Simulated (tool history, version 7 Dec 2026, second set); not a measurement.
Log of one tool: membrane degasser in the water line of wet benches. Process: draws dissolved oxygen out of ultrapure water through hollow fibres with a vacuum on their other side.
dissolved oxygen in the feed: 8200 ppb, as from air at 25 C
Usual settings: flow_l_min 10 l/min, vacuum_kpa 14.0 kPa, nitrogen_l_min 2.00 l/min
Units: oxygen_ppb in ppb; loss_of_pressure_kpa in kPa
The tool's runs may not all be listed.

{"run": 1, "hour": 0.0, "flow_l_min": 10, "vacuum_kpa": 14.0, "nitrogen_l_min": 2.0, "oxygen_ppb": 192.2, "loss_of_pressure_kpa": 52.16}
{"run": 2, "hour": 86.6, "flow_l_min": 10, "vacuum_kpa": 14.0, "nitrogen_l_min": 2.0, "oxygen_ppb": 197.1, "loss_of_pressure_kpa": 52.22}
{"run": 3, "hour": 234.5, "flow_l_min": 10, "vacuum_kpa": 14.0, "nitrogen_l_min": 2.0, "oxygen_ppb": 196.0, "loss_of_pressure_kpa": 52.35}
{"run": 4, "hour": 378.7, "flow_l_min": 10, "vacuum_kpa": 12.9, "nitrogen_l_min": 2.0, "oxygen_ppb": 181.9, "loss_of_pressure_kpa": 52.24}
{"run": 5, "hour": 514.9, "flow_l_min": 10, "vacuum_kpa": 33.8, "nitrogen_l_min": 2.0, "oxygen_ppb": 428.4, "loss_of_pressure_kpa": 52.01}
{"run": 6, "hour": 617.8, "flow_l_min": 10, "vacuum_kpa": 33.8, "nitrogen_l_min": 2.0, "oxygen_ppb": 421.4, "loss_of_pressure_kpa": 51.79}
{"run": 7, "hour": 764.6, "flow_l_min": 10, "vacuum_kpa": 33.8, "nitrogen_l_min": 2.0, "oxygen_ppb": 418.3, "loss_of_pressure_kpa": 51.87}
{"run": 8, "hour": 859.2, "flow_l_min": 10, "vacuum_kpa": 16.3, "nitrogen_l_min": 2.0, "oxygen_ppb": 225.2, "loss_of_pressure_kpa": 52.13}
{"run": 9, "hour": 921.9, "flow_l_min": 10, "vacuum_kpa": 16.3, "nitrogen_l_min": 2.0, "oxygen_ppb": 225.5, "loss_of_pressure_kpa": 51.61}
{"run": 10, "hour": 1002.7, "flow_l_min": 10, "vacuum_kpa": 16.3, "nitrogen_l_min": 2.0, "oxygen_ppb": 222.2, "loss_of_pressure_kpa": 52.3}
{"run": 11, "hour": 1073.7, "flow_l_min": 10, "vacuum_kpa": 16.3, "nitrogen_l_min": 2.0, "oxygen_ppb": 221.0, "loss_of_pressure_kpa": 51.76}
{"run": 12, "hour": 1140.1, "flow_l_min": 10, "vacuum_kpa": 14.0, "nitrogen_l_min": 2.0, "oxygen_ppb": 195.3, "loss_of_pressure_kpa": 51.85}
{"run": 13, "hour": 1249.1, "flow_l_min": 10, "vacuum_kpa": 14.0, "nitrogen_l_min": 2.0, "oxygen_ppb": 197.4, "loss_of_pressure_kpa": 51.8}
{"run": 14, "hour": 1390.9, "flow_l_min": 10, "vacuum_kpa": 14.0, "nitrogen_l_min": 2.0, "oxygen_ppb": 195.9, "loss_of_pressure_kpa": 51.74}
{"run": 15, "hour": 1521.2, "flow_l_min": 10, "vacuum_kpa": 14.0, "nitrogen_l_min": 2.0, "oxygen_ppb": 197.9, "loss_of_pressure_kpa": 51.59}
{"run": 16, "hour": 1585.6, "flow_l_min": 13, "vacuum_kpa": 14.0, "nitrogen_l_min": 2.0, "oxygen_ppb": 282.2, "loss_of_pressure_kpa": 67.0}
{"run": 17, "hour": 1647.5, "flow_l_min": 10, "vacuum_kpa": 14.6, "nitrogen_l_min": 1.02, "oxygen_ppb": 316.6, "loss_of_pressure_kpa": 51.81}
{"run": 18, "hour": 1789.8, "flow_l_min": 10, "vacuum_kpa": 14.0, "nitrogen_l_min": 3.38, "oxygen_ppb": 144.4, "loss_of_pressure_kpa": 51.68}
{"run": 19, "hour": 1939.3, "flow_l_min": 14, "vacuum_kpa": 14.0, "nitrogen_l_min": 2.0, "oxygen_ppb": 313.7, "loss_of_pressure_kpa": 72.37}
{"run": 20, "hour": 2044.5, "flow_l_min": 7, "vacuum_kpa": 14.0, "nitrogen_l_min": 1.44, "oxygen_ppb": 151.4, "loss_of_pressure_kpa": 36.19}
{"run": 21, "hour": 2165.7, "flow_l_min": 14, "vacuum_kpa": 28.4, "nitrogen_l_min": 2.12, "oxygen_ppb": 515.8, "loss_of_pressure_kpa": 71.79}
{"run": 22, "hour": 2286.8, "flow_l_min": 14, "vacuum_kpa": 28.4, "nitrogen_l_min": 2.12, "oxygen_ppb": 513.8, "loss_of_pressure_kpa": 71.83}
{"run": 23, "hour": 2363.6, "flow_l_min": 13, "vacuum_kpa": 23.4, "nitrogen_l_min": 1.39, "oxygen_ppb": 538.1, "loss_of_pressure_kpa": 66.64}
{"run": 24, "hour": 2457.9, "flow_l_min": 13, "vacuum_kpa": 23.4, "nitrogen_l_min": 1.39, "oxygen_ppb": 535.8, "loss_of_pressure_kpa": 66.82}
{"run": 25, "hour": 2606.7, "flow_l_min": 9, "vacuum_kpa": 23.4, "nitrogen_l_min": 2.08, "oxygen_ppb": 255.3, "loss_of_pressure_kpa": 46.48}
{"run": 26, "hour": 2684.8, "flow_l_min": 7, "vacuum_kpa": 14.0, "nitrogen_l_min": 2.0, "oxygen_ppb": 118.8, "loss_of_pressure_kpa": 35.87}
{"run": 27, "hour": 2804.2, "flow_l_min": 7, "vacuum_kpa": 14.0, "nitrogen_l_min": 4.3, "oxygen_ppb": 69.7, "loss_of_pressure_kpa": 35.53}
{"run": 28, "hour": 2941.4, "flow_l_min": 10, "vacuum_kpa": 17.1, "nitrogen_l_min": 4.28, "oxygen_ppb": 146.9, "loss_of_pressure_kpa": 51.41}
{"run": 29, "hour": 3052.9, "flow_l_min": 10, "vacuum_kpa": 14.1, "nitrogen_l_min": 1.14, "oxygen_ppb": 283.2, "loss_of_pressure_kpa": 50.94}
{"run": 30, "hour": 3150.8, "flow_l_min": 10, "vacuum_kpa": 14.1, "nitrogen_l_min": 1.14, "oxygen_ppb": 285.2, "loss_of_pressure_kpa": 50.94}
{"run": 31, "hour": 3287.9, "flow_l_min": 6, "vacuum_kpa": 21.6, "nitrogen_l_min": 0.87, "oxygen_ppb": 312.3, "loss_of_pressure_kpa": 30.86}

Not shown: 1 entry that the log had between the listed runs. Between which runs, and how does the tool's hidden state differ before and after?
Between runs 27 and 28: vacuum gauge calibrated (hour 2831.6)
  membrane still open, %: 100 -> 99.9; true pressure behind the membrane over the reading, kPa: 0.01 -> 0; drift of the gauge itself on loss_of_pressure_kpa, %: -1.69 -> -1.77
  measured less the result without the state, loss_of_pressure_kpa: -0.59 -> -0.89 kPa
